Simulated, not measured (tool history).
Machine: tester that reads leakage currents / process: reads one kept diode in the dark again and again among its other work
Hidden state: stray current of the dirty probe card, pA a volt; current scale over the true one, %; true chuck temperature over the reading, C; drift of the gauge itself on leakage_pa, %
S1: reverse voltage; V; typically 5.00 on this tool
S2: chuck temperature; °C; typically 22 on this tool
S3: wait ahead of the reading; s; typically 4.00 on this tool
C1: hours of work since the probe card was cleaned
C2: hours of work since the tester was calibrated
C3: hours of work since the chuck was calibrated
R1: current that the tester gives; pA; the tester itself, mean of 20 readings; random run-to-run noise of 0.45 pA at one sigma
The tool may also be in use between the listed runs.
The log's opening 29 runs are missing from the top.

run	hour	S1	S2	S3	C1	C2	C3	R1
30	962.1	1.37	22	4.00	100	1703	1016	73.81
# hour 979.4: chuck's temperature calibrated
31	988.3	10.96	38	1.56	117	1720	6	633.70
32	1015.5	15.99	21	0.83	136	1738	25	228.29
33	1036.5	15.99	21	0.83	150	1753	39	227.79
34	1073.7	7.37	46	4.00	175	1778	64	898.62
35	1102.3	7.37	46	4.00	195	1798	84	892.56
36	1143.2	7.37	46	4.00	223	1826	112	896.12
37	1186.4	1.85	21	9.92	252	1855	142	85.68

What does the tool deliver on the next run?
38	1225.4	2.19	21	4.00	279	1882	168	?

Run 38 measured R1 92.53 pA.
With no hidden state in the tool, this same run would have given R1 95.32 pA.

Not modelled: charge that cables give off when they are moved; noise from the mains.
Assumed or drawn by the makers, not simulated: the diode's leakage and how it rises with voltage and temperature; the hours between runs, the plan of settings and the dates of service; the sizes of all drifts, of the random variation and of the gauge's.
